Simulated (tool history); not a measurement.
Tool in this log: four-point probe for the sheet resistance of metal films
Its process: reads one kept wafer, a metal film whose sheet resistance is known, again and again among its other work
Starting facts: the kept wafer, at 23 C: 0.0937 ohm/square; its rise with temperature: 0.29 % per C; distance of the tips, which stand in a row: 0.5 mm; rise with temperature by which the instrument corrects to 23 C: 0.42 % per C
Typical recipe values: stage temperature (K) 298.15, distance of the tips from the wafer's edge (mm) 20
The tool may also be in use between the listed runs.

run,hour,stage temperature (K),distance of the tips from the wafer's edge (mm),sheet resistance as the instrument gives it (ohm/square)
1,0.0,298.15,20,0.093487
2,67.9,298.15,20,0.093505
# hour 107.3: stage's thermometer calibrated
3,117.4,298.15,20,0.093498
4,200.9,294.15,20,0.093975
5,253.1,298.15,20,0.093498
6,336.7,298.15,20,0.093489
7,408.2,298.15,20,0.093496
8,522.5,298.15,20,0.093513
9,600.3,299.15,45,0.093350
10,660.2,304.15,5,0.093272

Expected results for the next run?
11,757.5,304.15,5,?

{"run 11": {"sheet resistance as the instrument gives it (ohm/square)": 0.093293}}
With the hidden condition absent and the run-to-run variation left alone, this run would have shown sheet resistance as the instrument gives it (ohm/square) 0.093295.
